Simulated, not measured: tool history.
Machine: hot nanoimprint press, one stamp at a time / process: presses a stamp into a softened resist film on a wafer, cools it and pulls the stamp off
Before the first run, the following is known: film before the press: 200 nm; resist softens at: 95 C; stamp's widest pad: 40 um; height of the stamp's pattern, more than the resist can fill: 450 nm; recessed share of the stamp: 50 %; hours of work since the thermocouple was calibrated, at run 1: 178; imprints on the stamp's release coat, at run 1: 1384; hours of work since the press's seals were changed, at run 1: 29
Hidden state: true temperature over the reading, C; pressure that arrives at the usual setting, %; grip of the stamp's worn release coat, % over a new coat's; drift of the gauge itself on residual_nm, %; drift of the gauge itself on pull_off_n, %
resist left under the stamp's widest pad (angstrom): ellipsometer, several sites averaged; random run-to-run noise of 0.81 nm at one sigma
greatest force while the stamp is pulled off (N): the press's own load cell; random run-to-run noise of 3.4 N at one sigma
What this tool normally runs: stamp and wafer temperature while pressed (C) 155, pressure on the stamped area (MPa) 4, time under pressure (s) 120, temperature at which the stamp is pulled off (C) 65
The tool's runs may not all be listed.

run	hour	stamp and wafer temperature while pressed (C)	pressure on the stamped area (MPa)	time under pressure (s)	temperature at which the stamp is pulled off (C)	hours of work since the thermocouple was calibrated	imprints on the stamp's release coat	hours of work since the press's seals were changed	resist left under the stamp's widest pad (angstrom)	greatest force while the stamp is pulled off (N)
1	0	155	4	120	65	178	1384	29	1063	165
2	28.9	155	4	120	65	195	1514	46	1063	170
# hour 51.8: stamp cleaned and given a new release coat
3	63.2	155	4	120	65	211	51	62	1066	162
4	88.3	155	2.86	120	65	226	164	77	1240	162
5	116.4	155	2.86	120	65	242	291	93	1254	161
6	140.8	155	2.86	120	65	256	401	107	1240	165
7	168.6	155	2.86	120	63	272	526	123	1237	175
8	190	155	2.86	120	63	285	623	136	1231	165
9	211.6	155	2.86	120	63	297	720	148	1230	170
10	231.7	155	2.86	120	63	309	811	160	1241	175
11	244.8	155	2.86	120	63	316	870	168	1214	173
12	275.6	155	2.86	120	63	334	1008	185	1226	169
13	293.4	155	4	120	65	345	1089	196	1054	164
14	312.9	155	4	120	65	356	1176	207	1051	160
15	330.9	155	3.81	120	65	366	1257	218	1096	167
16	348.4	155	3.81	120	65	376	1336	228	1083	163
17	380.1	155	2.5	120	65	395	1479	246	1313	172
# hour 411.1: stamp cleaned and given a new release coat
18	411.1	155	4	212	65	409	0	261	882	166
# hour 428.9: plate thermocouple calibrated
19	436	164	2.95	84	60	4	98	273	907	181
20	460.6	164	2.95	84	60	18	209	287	887	180
21	480.6	164	5.8	84	71	30	299	299	600	141

Predict the results of run 22:
22	508.5	164	5.8	84	71	46	425	315	?	?

Run 22 gave resist left under the stamp's widest pad (angstrom) 606, greatest force while the stamp is pulled off (N) 135.
On a tool with no hidden condition, and with the same random variation, this run would have come out at resist left under the stamp's widest pad (angstrom) 606, greatest force while the stamp is pulled off (N) 135.

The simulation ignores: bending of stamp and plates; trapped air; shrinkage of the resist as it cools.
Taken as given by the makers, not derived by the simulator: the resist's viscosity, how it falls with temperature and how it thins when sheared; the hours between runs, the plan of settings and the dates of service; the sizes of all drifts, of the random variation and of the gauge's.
